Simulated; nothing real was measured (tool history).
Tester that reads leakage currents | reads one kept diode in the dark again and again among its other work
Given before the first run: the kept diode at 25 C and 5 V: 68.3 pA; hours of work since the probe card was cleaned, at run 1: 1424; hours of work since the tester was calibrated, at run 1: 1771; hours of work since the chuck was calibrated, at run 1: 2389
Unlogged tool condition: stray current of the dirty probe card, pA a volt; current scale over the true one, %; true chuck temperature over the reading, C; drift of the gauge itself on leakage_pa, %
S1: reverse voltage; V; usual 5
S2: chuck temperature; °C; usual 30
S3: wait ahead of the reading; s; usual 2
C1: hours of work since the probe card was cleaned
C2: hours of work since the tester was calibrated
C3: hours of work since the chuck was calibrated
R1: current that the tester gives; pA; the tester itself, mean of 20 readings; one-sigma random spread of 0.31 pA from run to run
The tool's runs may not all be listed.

run	day	S1	S2	S3	C1	C2	C3	R1
1	0	5	30	2	1424	1771	2389	97.55
2	3.462	5	30	0.32	1471	1819	2437	98.76
# day 4.788: chuck's temperature calibrated
3	6.254	5	30	2	1509	1856	20	91.22
4	9.292	5	30	2	1550	1898	62	90.93
5	11.942	5	30	2	1587	1935	99	90.9
6	14.225	5	30	2	1618	1966	130	91.05
7	16.15	5	30	2	1645	1993	157	91.59
# day 17.746: chuck's temperature calibrated, once more
8	18.146	5	52	2	1671	2019	6	567.44
9	20.271	5	52	2	1701	2048	35	567.47
# day 21.338: probe card cleaned and baked
10	22.542	5	52	2	17	2078	64	554.39
11	24.729	1.53	21	0.9	47	2108	94	28.21
12	28.175	3.24	21	9.53	94	2156	142	40.23
13	30.029	15.8	38	3.91	120	2181	167	341.6
14	32.388	11.37	33	3.77	152	2214	200	199.05
15	35.642	11.37	24	0.31	197	2258	245	100.14

Forecast run 16:
16	38.433	11.37	24	0.31	236	2297	283	?

Run 16 measured R1 100.43 pA.
Take away the tool's hidden state, keep the run-to-run variation as it was, and the same run would have given R1 96.87 pA.
